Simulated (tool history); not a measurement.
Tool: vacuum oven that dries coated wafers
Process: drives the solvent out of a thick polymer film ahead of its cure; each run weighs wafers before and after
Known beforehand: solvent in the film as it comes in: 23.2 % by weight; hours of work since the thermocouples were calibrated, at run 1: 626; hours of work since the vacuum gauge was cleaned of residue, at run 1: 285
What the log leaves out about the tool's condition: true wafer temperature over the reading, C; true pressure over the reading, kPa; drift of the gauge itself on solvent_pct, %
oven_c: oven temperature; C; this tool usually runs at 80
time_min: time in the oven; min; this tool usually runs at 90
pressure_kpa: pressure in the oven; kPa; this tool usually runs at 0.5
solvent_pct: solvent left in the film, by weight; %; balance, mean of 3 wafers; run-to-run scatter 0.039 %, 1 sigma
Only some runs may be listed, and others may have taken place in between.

run	hour	oven_c	time_min	pressure_kpa	hours of work since the thermocouples were calibrated	hours of work since the vacuum gauge was cleaned of residue	solvent_pct
1	0	80	90	0.5	626	285	2.28
2	68.6	80	90	0.5	677	336	2.28
3	122.2	80	90	0.5	717	375	2.29
4	203.6	80	90	0.5	778	436	2.25
5	289.1	80	90	1.984	841	500	3.87
6	358.5	80	90	1.984	893	551	3.85
7	430.1	80	90	0.5	946	605	2.24
8	536.1	80	90	0.5	1025	683	2.26
9	611.6	80	90	0.5	1081	740	2.21
10	717.3	80	90	0.5	1160	818	2.22
11	796.5	80	54	0.5	1219	877	4.66
12	890.3	80	54	0.5	1289	947	4.57
13	943.5	80	90	0.5	1328	986	2.19
# hour 1003.8: oven's thermocouples calibrated
14	1032.1	88	90	0.785	21	1051	0.93
# hour 1059.9: vacuum gauge cleaned of residue and calibrated
15	1105.5	80	65	0.789	74	34	2.92
16	1201.7	87	90	0.865	146	106	0.85
17	1312.5	94	91	0.454	228	188	0.32
18	1403.8	94	91	0.454	296	256	0.29
# hour 1465.6: oven's thermocouples calibrated, once more
19	1494.6	70	90	0.977	22	322	7.84
20	1552.4	75	128	0.351	65	365	2.6
21	1608.4	75	128	0.351	106	407	2.65
22	1663.3	80	158	0.344	147	447	0.84
23	1721.8	72	158	0.344	191	491	2.8
24	1787.9	87	106	0.5	240	540	0.83
25	1899.5	82	152	0.5	323	623	0.96

Here are 4 independent what-if runs from the current tool condition. What would each one return?
A	1959.2	82	91	0.5	367	668	?
B	1959.2	80	57	1.013	367	668	?
C	1959.2	82	98	0.5	367	668	?
D	1959.2	74	133	0.387	367	668	?

run	solvent_pct
A	1.86
B	5.28
C	1.63
D	2.92
The same runs, with their run-to-run variation unchanged, on a tool lacking any hidden condition would have given:
run	solvent_pct
A	1.94
B	5.65
C	1.67
D	3.07
